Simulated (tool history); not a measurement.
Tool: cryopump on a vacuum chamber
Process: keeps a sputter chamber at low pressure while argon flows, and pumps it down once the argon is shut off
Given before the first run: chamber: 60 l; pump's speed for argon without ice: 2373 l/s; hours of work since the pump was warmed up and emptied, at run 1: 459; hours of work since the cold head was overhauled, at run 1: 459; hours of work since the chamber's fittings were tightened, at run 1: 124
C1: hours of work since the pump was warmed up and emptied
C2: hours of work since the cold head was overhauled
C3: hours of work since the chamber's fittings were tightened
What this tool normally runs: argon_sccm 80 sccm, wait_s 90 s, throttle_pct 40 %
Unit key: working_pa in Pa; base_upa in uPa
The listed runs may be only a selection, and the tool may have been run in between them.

Run 1, hour 0.0: usual settings; C1 459; C2 459; C3 124. Result: working_pa 0.1520 Pa, base_upa 0.84 uPa.
Run 2, hour 42.6: usual settings; C1 477; C2 477; C3 142. Result: working_pa 0.1531 Pa, base_upa 0.80 uPa.
Run 3, hour 91.3: usual settings; C1 497; C2 497; C3 162. Result: working_pa 0.1550 Pa, base_upa 0.81 uPa.
Run 4, hour 146.8: usual settings; C1 519; C2 519; C3 185. Result: working_pa 0.1554 Pa, base_upa 0.84 uPa.
Run 5, hour 200.8: usual settings; C1 541; C2 541; C3 207. Result: working_pa 0.1547 Pa, base_upa 0.84 uPa.
Run 6, hour 241.8: usual settings; C1 558; C2 558; C3 223. Result: working_pa 0.1536 Pa, base_upa 0.87 uPa.
Run 7, hour 297.6: usual settings; C1 581; C2 581; C3 246. Result: working_pa 0.1551 Pa, base_upa 0.90 uPa.
Run 8, hour 350.1: usual settings; C1 603; C2 603; C3 268. Result: working_pa 0.1560 Pa, base_upa 0.89 uPa.
Run 9, hour 397.7: usual settings; C1 622; C2 622; C3 287. Result: working_pa 0.1550 Pa, base_upa 0.94 uPa.
Run 10, hour 436.4: usual settings but wait_s 92 s, throttle_pct 30 %; C1 638; C2 638; C3 303. Result: working_pa 0.2043 Pa, base_upa 0.92 uPa.
Run 11, hour 481.7: usual settings but wait_s 234 s; C1 657; C2 657; C3 322. Result: working_pa 0.1567 Pa, base_upa 0.58 uPa.
Run 12, hour 521.6: usual settings but argon_sccm 136 sccm, wait_s 234 s; C1 673; C2 673; C3 338. Result: working_pa 0.2679 Pa, base_upa 0.58 uPa.
Run 13, hour 567.8: usual settings but argon_sccm 136 sccm, wait_s 234 s; C1 692; C2 692; C3 357. Result: working_pa 0.2667 Pa, base_upa 0.60 uPa.

Some steps in working_pa between neighbouring runs. How much of each would the tool show without its hidden state too (settings, what came in, random variation), and how much is left for the hidden state, with any gauge scatter that isn't in both results?
The hidden state here: pump's speed, % of a pump's without ice; cold plate's temperature, K; leak into the chamber, uPa l/s; drift of the gauge itself on working_pa, %; drift of the gauge itself on base_upa, %.
Run 11 -> 12: argon_sccm 80 -> 136. working_pa +0.1112 Pa: hidden state +0.0107, all else +0.1005.
